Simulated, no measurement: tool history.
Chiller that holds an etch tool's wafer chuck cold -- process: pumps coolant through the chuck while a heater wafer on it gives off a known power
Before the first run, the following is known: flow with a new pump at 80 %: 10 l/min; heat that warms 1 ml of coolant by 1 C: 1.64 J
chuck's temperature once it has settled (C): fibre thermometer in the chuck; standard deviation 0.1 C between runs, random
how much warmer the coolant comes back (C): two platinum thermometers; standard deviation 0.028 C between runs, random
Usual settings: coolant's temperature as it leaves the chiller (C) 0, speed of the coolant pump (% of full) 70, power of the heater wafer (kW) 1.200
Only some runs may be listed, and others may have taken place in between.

run,hour,coolant's temperature as it leaves the chiller (C),speed of the coolant pump (% of full),power of the heater wafer (kW),chuck's temperature once it has settled (C),how much warmer the coolant comes back (C)
1,0.0,0,70,1.200,15.8,5.12
2,215.3,0,70,1.200,15.8,5.15
3,341.0,0,70,1.200,15.9,5.16
4,435.2,0,70,1.200,15.7,5.12
5,548.0,0,70,1.687,22.5,7.29
6,674.5,0,70,0.635,8.5,2.73
7,793.8,0,70,0.635,8.6,2.76
8,991.0,0,70,0.635,8.4,2.79
9,1132.8,0,70,0.635,8.4,2.72
10,1267.7,0,70,0.635,8.5,2.80
11,1411.5,0,70,0.635,8.6,2.73
12,1566.0,0,70,0.635,8.5,2.76
13,1733.6,0,70,1.758,24.3,7.66
14,1854.3,0,70,1.758,24.5,7.67
15,2043.1,0,70,1.758,24.5,7.76
16,2140.4,0,70,1.758,24.5,7.72
17,2285.9,0,70,1.304,18.4,5.73
18,2505.4,0,70,1.304,18.3,5.76
# hour 2588.0: chiller's thermometer calibrated
19,2607.2,-6,90,0.802,3.6,2.66
20,2806.4,3,70,1.382,22.9,6.04
21,2925.5,-4,89,1.610,15.7,5.48
22,3069.2,-8,87,0.980,4.3,3.43
23,3181.6,7,60,1.444,30.5,7.59
24,3405.1,7,60,1.444,30.7,7.61
25,3564.5,-8,70,1.200,9.7,5.32
26,3784.4,-4,70,1.200,13.8,5.36
27,3941.0,-4,70,1.200,14.0,5.37
28,4120.9,-4,70,1.200,14.2,5.41
29,4315.0,-4,99,1.524,14.2,4.71
30,4433.8,-6,80,1.179,10.5,4.58
31,4566.0,-3,79,0.610,5.5,2.43
32,4737.5,-3,79,0.610,5.7,2.46

Forecast each of these 3 alternatives for the next run:
A,4945.1,-8,79,1.200,?,?
B,4945.1,-1,98,0.653,?,?
C,4945.1,7,68,1.200,?,?

run,chuck's temperature once it has settled (C),how much warmer the coolant comes back (C)
A,9.1,4.75
B,7.0,2.05
C,26.1,5.63
Without the tool's unlogged condition, the same runs would have read:
run,chuck's temperature once it has settled (C),how much warmer the coolant comes back (C)
A,5.6,4.45
B,5.5,1.92
C,22.3,5.28
